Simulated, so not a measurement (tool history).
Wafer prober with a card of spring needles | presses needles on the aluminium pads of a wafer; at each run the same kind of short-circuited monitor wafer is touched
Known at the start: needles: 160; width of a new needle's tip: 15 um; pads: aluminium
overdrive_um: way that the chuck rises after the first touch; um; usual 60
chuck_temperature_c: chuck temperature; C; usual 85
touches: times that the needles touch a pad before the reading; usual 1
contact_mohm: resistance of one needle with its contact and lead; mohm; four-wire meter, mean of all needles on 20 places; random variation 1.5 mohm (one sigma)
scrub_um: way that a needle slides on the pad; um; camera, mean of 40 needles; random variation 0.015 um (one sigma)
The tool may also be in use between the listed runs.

Run 1, hour 0: usual settings. Result: contact_mohm 239 mohm, scrub_um 13.65 um.
At hour 2.3: tips cleaned on abrasive film.
At hour 11.8: tips cleaned on abrasive film.
At hour 22.7: tips cleaned on abrasive film.
Run 2, hour 22.7: usual settings. Result: contact_mohm 149 mohm, scrub_um 13.61 um.
At hour 34: tips cleaned on abrasive film.
At hour 44.9: tips cleaned on abrasive film.
Run 3, hour 44.9: usual settings but chuck_temperature_c 72 C. Result: contact_mohm 147 mohm, scrub_um 13.56 um.
At hour 56.6: tips cleaned on abrasive film.
At hour 67.9: tips cleaned on abrasive film.
Run 4, hour 70.2: usual settings. Result: contact_mohm 203 mohm, scrub_um 13.49 um.
At hour 79.6: tips cleaned on abrasive film.
At hour 91.3: tips cleaned on abrasive film.
At hour 102.5: tips cleaned on abrasive film.
Run 5, hour 102.5: usual settings but chuck_temperature_c 29 C. Result: contact_mohm 141 mohm, scrub_um 13.43 um.
At hour 113.7: tips cleaned on abrasive film.
At hour 123.8: tips cleaned on abrasive film.
Run 6, hour 123.8: usual settings but chuck_temperature_c 48 C. Result: contact_mohm 145 mohm, scrub_um 13.37 um.
At hour 135.6: tips cleaned on abrasive film.
At hour 142.9: height of the first contact set anew.
At hour 147.7: tips cleaned on abrasive film.
At hour 159.2: tips cleaned on abrasive film.
Run 7, hour 167.8: usual settings but chuck_temperature_c 48 C. Result: contact_mohm 258 mohm, scrub_um 13.3 um.
At hour 170.2: tips cleaned on abrasive film.
At hour 181.6: tips cleaned on abrasive film.
At hour 191: tips cleaned on abrasive film.
At hour 200.5: tips cleaned on abrasive film.
At hour 212.3: tips cleaned on abrasive film.
Run 8, hour 213.8: usual settings but overdrive_um 76 um, chuck_temperature_c 48 C. Result: contact_mohm 166 mohm, scrub_um 16.84 um.
At hour 222.9: tips cleaned on abrasive film.
At hour 234.2: tips cleaned on abrasive film.
At hour 246: tips cleaned on abrasive film.
Run 9, hour 252.7: usual settings. Result: contact_mohm 247 mohm, scrub_um 13.17 um.
At hour 257.5: tips cleaned on abrasive film.
At hour 264.8: height of the first contact set anew, once more.
At hour 267.2: tips cleaned on abrasive film.
At hour 278.2: tips cleaned on abrasive film.
Run 10, hour 284.9: usual settings. Result: contact_mohm 244 mohm, scrub_um 13.61 um.
At hour 288.9: tips cleaned on abrasive film.
At hour 300.6: tips cleaned on abrasive film.
At hour 310.1: tips cleaned on abrasive film.
At hour 321.9: tips cleaned on abrasive film.
Run 11, hour 323: usual settings. Result: contact_mohm 179 mohm, scrub_um 13.53 um.
At hour 332.2: tips cleaned on abrasive film.
At hour 341.6: tips cleaned on abrasive film.
At hour 352.3: tips cleaned on abrasive film.
Run 12, hour 352.3: usual settings. Result: contact_mohm 150 mohm, scrub_um 13.51 um.
At hour 361.8: tips cleaned on abrasive film.
At hour 373.6: tips cleaned on abrasive film.
At hour 385.4: tips cleaned on abrasive film.
At hour 396.3: tips cleaned on abrasive film.
Run 13, hour 396.3: usual settings. Result: contact_mohm 156 mohm, scrub_um 13.44 um.
At hour 405.7: tips cleaned on abrasive film.
At hour 417.1: tips cleaned on abrasive film.
At hour 421.7: height of the first contact set anew.
At hour 428.8: tips cleaned on abrasive film.
Run 14, hour 435.5: usual settings. Result: contact_mohm 246 mohm, scrub_um 13.63 um.
At hour 440.3: tips cleaned on abrasive film.
At hour 449.8: tips cleaned on abrasive film.
At hour 459.2: tips cleaned on abrasive film.
Run 15, hour 464: usual settings but overdrive_um 72 um. Result: contact_mohm 213 mohm, scrub_um 16.29 um.
At hour 468.8: tips cleaned on abrasive film.
At hour 478.3: tips cleaned on abrasive film.
At hour 487.7: tips cleaned on abrasive film.
At hour 499.3: tips cleaned on abrasive film.
Run 16, hour 499.6: usual settings but overdrive_um 72 um. Result: contact_mohm 160 mohm, scrub_um 16.22 um.
At hour 510.9: tips cleaned on abrasive film.
At hour 522.4: tips cleaned on abrasive film.
At hour 534.2: tips cleaned on abrasive film.
Run 17, hour 541.6: usual settings but overdrive_um 72 um. Result: contact_mohm 220 mohm, scrub_um 16.14 um.
At hour 543.7: tips cleaned on abrasive film.
At hour 555: tips cleaned on abrasive film.
At hour 564.4: tips cleaned on abrasive film.
Run 18, hour 571.8: usual settings but overdrive_um 43 um. Result: contact_mohm 371 mohm, scrub_um 9.49 um.
At hour 574.3: tips cleaned on abrasive film.
At hour 579.2: height of the first contact set anew.
At hour 584: tips cleaned on abrasive film.
At hour 595.4: tips cleaned on abrasive film.
Run 19, hour 598.6: usual settings but overdrive_um 48 um, chuck_temperature_c 72 C. Result: contact_mohm 274 mohm, scrub_um 10.89 um.
At hour 605.4: tips cleaned on abrasive film.
At hour 616.7: tips cleaned on abrasive film.
Run 20, hour 622.1: usual settings but overdrive_um 78 um, chuck_temperature_c 59 C. Result: contact_mohm 203 mohm, scrub_um 17.67 um.
At hour 626.9: tips cleaned on abrasive film.
At hour 638.3: tips cleaned on abrasive film.
Run 21, hour 641: usual settings but overdrive_um 78 um, chuck_temperature_c 59 C. Result: contact_mohm 182 mohm, scrub_um 17.63 um.
At hour 647.8: tips cleaned on abrasive film.
At hour 657.3: tips cleaned on abrasive film.
At hour 668.7: tips cleaned on abrasive film.
Run 22, hour 674.2: usual settings but overdrive_um 78 um, chuck_temperature_c 59 C. Result: contact_mohm 212 mohm, scrub_um 17.6 um.
At hour 679: tips cleaned on abrasive film.
At hour 689.9: tips cleaned on abrasive film.
At hour 699.4: tips cleaned on abrasive film.
Run 23, hour 702.8: usual settings but overdrive_um 45 um, chuck_temperature_c 51 C, touches 3. Result: contact_mohm 197 mohm, scrub_um 9.99 um.
At hour 709.6: tips cleaned on abrasive film.
At hour 721: tips cleaned on abrasive film.
Run 24, hour 727.6: usual settings but overdrive_um 51 um. Result: contact_mohm 302 mohm, scrub_um 11.32 um.
At hour 732.4: tips cleaned on abrasive film.
At hour 737.4: height of the first contact set anew.
At hour 744.1: tips cleaned on abrasive film.
At hour 755.9: tips cleaned on abrasive film.
Run 25, hour 759.4: usual settings but overdrive_um 51 um. Result: contact_mohm 262 mohm, scrub_um 11.56 um.
At hour 766.2: tips cleaned on abrasive film.
At hour 777.7: tips cleaned on abrasive film.
Run 26, hour 781.1: usual settings but overdrive_um 68 um, touches 2. Result: contact_mohm 185 mohm, scrub_um 15.43 um.

5 ways to go on from here, each from the tool as it stands after run 26. What would each give?
At hour 788.2: tips cleaned on abrasive film.
At hour 797.7: tips cleaned on abrasive film.
At hour 807.1: tips cleaned on abrasive film.
At hour 818.6: tips cleaned on abrasive film.
Run A, hour 825.3: usual settings but overdrive_um 44 um, chuck_temperature_c 74 C, touches 3. Result: contact_mohm ?, scrub_um ?.
At hour 788.2: tips cleaned on abrasive film.
At hour 797.7: tips cleaned on abrasive film.
At hour 807.1: tips cleaned on abrasive film.
At hour 818.6: tips cleaned on abrasive film.
Run B, hour 825.3: usual settings but overdrive_um 68 um, chuck_temperature_c 51 C, touches 2. Result: contact_mohm ?, scrub_um ?.
At hour 788.2: tips cleaned on abrasive film.
At hour 797.7: tips cleaned on abrasive film.
At hour 807.1: tips cleaned on abrasive film.
At hour 818.6: tips cleaned on abrasive film.
Run C, hour 825.3: usual settings. Result: contact_mohm ?, scrub_um ?.
At hour 788.2: tips cleaned on abrasive film.
At hour 797.7: tips cleaned on abrasive film.
At hour 807.1: tips cleaned on abrasive film.
At hour 818.6: tips cleaned on abrasive film.
Run D, hour 825.3: usual settings but overdrive_um 48 um, touches 2. Result: contact_mohm ?, scrub_um ?.
At hour 788.2: tips cleaned on abrasive film.
At hour 797.7: tips cleaned on abrasive film.
At hour 807.1: tips cleaned on abrasive film.
At hour 818.6: tips cleaned on abrasive film.
Run E, hour 825.3: usual settings but overdrive_um 55 um, chuck_temperature_c 98 C. Result: contact_mohm ?, scrub_um ?.

run  contact_mohm  scrub_um
  A           227      9.86
  B           198      15.3
  C           259      13.5
  D           257     10.78
  E           290     12.38
Without the tool's hidden state the same runs would have given:
run  contact_mohm  scrub_um
  A           143     10.02
  B           135     15.45
  C           140     13.65
  D           145     10.93
  E           149     12.53
